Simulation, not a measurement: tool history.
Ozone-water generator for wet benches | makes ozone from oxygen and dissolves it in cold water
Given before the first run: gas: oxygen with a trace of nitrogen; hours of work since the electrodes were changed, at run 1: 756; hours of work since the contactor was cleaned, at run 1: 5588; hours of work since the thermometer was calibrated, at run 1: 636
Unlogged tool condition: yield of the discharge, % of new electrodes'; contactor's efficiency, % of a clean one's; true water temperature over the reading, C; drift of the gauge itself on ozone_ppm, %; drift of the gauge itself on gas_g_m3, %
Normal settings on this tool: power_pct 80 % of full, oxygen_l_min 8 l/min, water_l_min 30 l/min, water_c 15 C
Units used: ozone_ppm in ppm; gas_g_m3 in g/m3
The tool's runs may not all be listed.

run	hour	power_pct	oxygen_l_min	water_l_min	water_c	hours of work since the electrodes were changed	hours of work since the contactor was cleaned	hours of work since the thermometer was calibrated	ozone_ppm	gas_g_m3
1	0	80	8	30	15	756	5588	636	14.6	172.1
2	22.3	80	8	30	15	772	5603	652	14.7	169.7
3	51.4	80	8	34	15	792	5623	672	13.1	171.7
4	66.3	80	8	34	15	802	5633	682	13.2	171
5	87.2	41	8	30	15	816	5648	696	9.3	109.8
6	117.2	41	8	30	15	837	5668	717	9.8	111
7	136.4	41	8	30	15	850	5682	730	9.6	113.5
8	151.8	41	8	30	15	861	5692	741	9.6	110.9
9	167.3	41	8	30	15	871	5703	751	9.5	110.8
10	182.4	41	8	30	15	882	5713	762	9.2	110.3
11	198	41	8	30	15	892	5724	773	9.4	110.6
12	210.5	41	8	30	15	901	5733	781	9.8	108.9
13	228.9	80	8	19	15	914	5745	794	20.5	172.5
14	248.4	89	8	30	15	927	5759	807	15.5	182.6
15	269.2	80	8	30	15	942	5773	822	14.4	173.4
16	286.4	80	8	30	15	953	5785	833	14.6	172.2
17	311.4	80	8	30	15	971	5802	851	14.5	171.2

Run 18, settings as shown, results not yet in. Your forecast:
18	339.9	80	8	30	15	990	5822	870	?	?

ozone_ppm: 14.7 ppm
gas_g_m3: 169.2 g/m3
If the tool had no hidden condition, the same run with the same run-to-run variation would have returned ozone_ppm 15.4 ppm, gas_g_m3 172.8 g/m3.

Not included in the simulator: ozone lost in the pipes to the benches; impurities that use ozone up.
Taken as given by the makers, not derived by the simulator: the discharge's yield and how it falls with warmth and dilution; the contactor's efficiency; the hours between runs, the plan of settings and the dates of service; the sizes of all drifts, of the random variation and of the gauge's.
